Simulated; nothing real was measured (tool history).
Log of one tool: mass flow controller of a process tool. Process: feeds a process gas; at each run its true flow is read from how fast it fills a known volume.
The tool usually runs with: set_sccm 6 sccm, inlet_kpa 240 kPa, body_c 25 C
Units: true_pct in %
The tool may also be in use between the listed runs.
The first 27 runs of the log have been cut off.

{"run": 28, "hour": 5021.5, "set_sccm": 15, "inlet_kpa": 225, "body_c": 22, "true_pct": 99.76}
{"run": 29, "hour": 5148.2, "set_sccm": 3, "inlet_kpa": 240, "body_c": 32, "true_pct": 98.14}
{"run": 30, "hour": 5360.4, "set_sccm": 3, "inlet_kpa": 199, "body_c": 25, "true_pct": 98.76}
{"run": 31, "hour": 5591.7, "set_sccm": 3, "inlet_kpa": 199, "body_c": 25, "true_pct": 99.06}
{"run": 32, "hour": 5716.9, "set_sccm": 3, "inlet_kpa": 199, "body_c": 25, "true_pct": 98.81}
{"run": 33, "hour": 5846.0, "set_sccm": 11, "inlet_kpa": 215, "body_c": 26, "true_pct": 99.39}
{"run": 34, "hour": 6063.4, "set_sccm": 10, "inlet_kpa": 142, "body_c": 25, "true_pct": 99.72}
{"run": 35, "hour": 6240.8, "set_sccm": 16, "inlet_kpa": 142, "body_c": 37, "true_pct": 98.78}
{"run": 36, "hour": 6462.5, "set_sccm": 16, "inlet_kpa": 142, "body_c": 37, "true_pct": 98.98}
{"run": 37, "hour": 6667.4, "set_sccm": 2, "inlet_kpa": 179, "body_c": 22, "true_pct": 99.21}
{"run": 38, "hour": 6808.3, "set_sccm": 14, "inlet_kpa": 273, "body_c": 25, "true_pct": 99.34}
{"run": 39, "hour": 7041.0, "set_sccm": 14, "inlet_kpa": 148, "body_c": 22, "true_pct": 100.22}
{"run": 40, "hour": 7185.4, "set_sccm": 6, "inlet_kpa": 211, "body_c": 25, "true_pct": 98.99}

Predict the results of run 41:
{"run": 41, "hour": 7383.1, "set_sccm": 7, "inlet_kpa": 150, "body_c": 25, "true_pct": "?"}

Run 41 measured true_pct 99.37 %.
Minus the tool's unlogged condition, the same run would have read true_pct 99.38 %.
